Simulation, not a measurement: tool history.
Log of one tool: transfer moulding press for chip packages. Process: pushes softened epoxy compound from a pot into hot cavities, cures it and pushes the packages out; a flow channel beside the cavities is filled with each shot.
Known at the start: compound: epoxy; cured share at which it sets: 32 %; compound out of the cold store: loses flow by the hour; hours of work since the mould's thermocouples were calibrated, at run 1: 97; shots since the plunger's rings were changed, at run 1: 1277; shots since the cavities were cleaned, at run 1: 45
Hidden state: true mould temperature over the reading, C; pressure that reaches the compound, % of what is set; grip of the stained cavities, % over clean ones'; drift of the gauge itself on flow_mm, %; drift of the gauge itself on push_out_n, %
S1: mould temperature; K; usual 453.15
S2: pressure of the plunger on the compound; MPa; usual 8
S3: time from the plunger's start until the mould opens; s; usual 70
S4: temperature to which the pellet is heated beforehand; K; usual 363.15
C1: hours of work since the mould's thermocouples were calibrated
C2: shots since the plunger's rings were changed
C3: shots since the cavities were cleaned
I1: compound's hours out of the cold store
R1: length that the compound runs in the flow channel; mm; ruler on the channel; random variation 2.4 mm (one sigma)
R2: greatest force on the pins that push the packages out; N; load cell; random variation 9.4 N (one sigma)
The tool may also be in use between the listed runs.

run    hour      S1    S2   S3      S4   C1    C2   C3    I1   R1   R2
  1       0  453.15     8   70  363.15   97  1277   45  43.5  504  435
       33.6  -- cavities cleaned with cleaning compound and waxed
  2    35.1  453.15     8   70  363.15  124  1876   26  16.7  558  455
       71.3  -- cavities cleaned with cleaning compound and waxed
       87.7  -- plunger's sealing rings changed
  3    97.3  453.15     8   70  363.15  170   172  419  16.2  572  626
      112.1  -- cavities cleaned with cleaning compound and waxed
      149.5  -- cavities cleaned with cleaning compound and waxed
  4   160.4  453.15     8   70  363.15  217  1243  193    11  571  577
      186.3  -- cavities cleaned with cleaning compound and waxed
  5   198.3  453.15     8   70  362.15  246  1894  214    47  487  543
      225.1  -- cavities cleaned with cleaning compound and waxed
  6     236  453.15  8.33   70  363.15  274  2539  194  33.2  526  552
      248.1  -- plunger's sealing rings changed
      264.6  -- cavities cleaned with cleaning compound and waxed
  7   295.3  453.15     8   70  363.15  318   816  548  42.7  506  650
        302  -- mould's thermocouples calibrated
      303.5  -- cavities cleaned with cleaning compound and waxed
  8   336.3  453.15     8   70  363.15   26  1484  585  43.4  497  653
      341.5  -- cavities cleaned with cleaning compound and waxed
      379.1  -- cavities cleaned with cleaning compound and waxed
  9   402.2  453.15     8   70  363.15   76  2608  414  41.2  495  631
        413  -- plunger's sealing rings changed
      420.2  -- cavities cleaned with cleaning compound and waxed
 10   443.1  453.15     8   70  363.15  105   512  409  30.5  535  628
      460.9  -- cavities cleaned with cleaning compound and waxed
 11   491.9  453.15     8   70  363.15  142  1355  552  14.7  563  726
      499.8  -- cavities cleaned with cleaning compound and waxed
      536.4  -- cavities cleaned with cleaning compound and waxed
 12   555.7  453.15     8   70  363.15  190  2440  344  13.4  561  604
      573.5  -- plunger's sealing rings changed
        575  -- cavities cleaned with cleaning compound and waxed
 13   589.1  453.15     8   70  363.15  213   253  253  31.7  532  543
      614.8  -- cavities cleaned with cleaning compound and waxed
 14   630.8  453.15     8   73  372.15  245   970  286   9.5  574  568
      652.8  -- cavities cleaned with cleaning compound and waxed
 15     663  453.15   8.9  104  363.15  269  1517  183  26.7  563  411
      690.9  -- cavities cleaned with cleaning compound and waxed
 16   693.3  453.15  6.49   91  363.15  292  2031   43  43.3  446  373
      729.5  -- cavities cleaned with cleaning compound and waxed
      734.5  -- mould's thermocouples calibrated
        737  -- plunger's sealing rings changed
 17     737  454.15  7.53   70  362.15    0     0   52    14  558  426
      773.2  -- cavities cleaned with cleaning compound and waxed
 18   773.2  454.15  7.53   63  371.15   27   619    0    19  539  455
      809.2  -- cavities cleaned with cleaning compound and waxed
 19   809.2  454.15  7.53   63  371.15   55  1236    0  39.2  488  439
 20     843  454.15  6.66   81  360.15   81  1839  603  41.9  448  566
      847.5  -- cavities cleaned with cleaning compound and waxed
      889.4  -- cavities cleaned with cleaning compound and waxed
      896.8  -- plunger's sealing rings changed
 21   900.9  454.15  6.66   81  360.15  123    73  161  45.5  457  433
      929.3  -- cavities cleaned with cleaning compound and waxed
 22   947.3  448.15  8.71   81  368.15  158   873  321  28.4  568  575
      968.8  -- cavities cleaned with cleaning compound and waxed
 23   977.2  458.15     8   84  369.15  181  1380  150  40.3  497  414
     1007.2  -- cavities cleaned with cleaning compound and waxed
 24  1020.2  458.15  9.92   63  372.15  213  2122  233    35  564  506
     1044.2  -- cavities cleaned with cleaning compound and waxed
     1057.7  -- plunger's sealing rings changed
 25  1061.8  453.15   8.6   70  365.15  243    74  270  11.5  604  599

3 ways to go on from here, each from the tool as it stands after run 25. What would each give?
     1083.9  -- cavities cleaned with cleaning compound and waxed
  A  1093.8  453.15  6.68  70  365.15  267  619  178  35.2   ?   ?
     1083.9  -- cavities cleaned with cleaning compound and waxed
  B  1093.8  453.15  7.13  70  365.15  267  619  178    34   ?   ?
     1083.9  -- cavities cleaned with cleaning compound and waxed
  C  1093.8  452.15     8  59  356.15  267  619  178  29.3   ?   ?

run   R1   R2
  A  478  524
  B  493  533
  C  536  826
Without the tool's hidden state the same runs would have given:
run   R1   R2
  A  482  409
  B  497  416
  C  540  640

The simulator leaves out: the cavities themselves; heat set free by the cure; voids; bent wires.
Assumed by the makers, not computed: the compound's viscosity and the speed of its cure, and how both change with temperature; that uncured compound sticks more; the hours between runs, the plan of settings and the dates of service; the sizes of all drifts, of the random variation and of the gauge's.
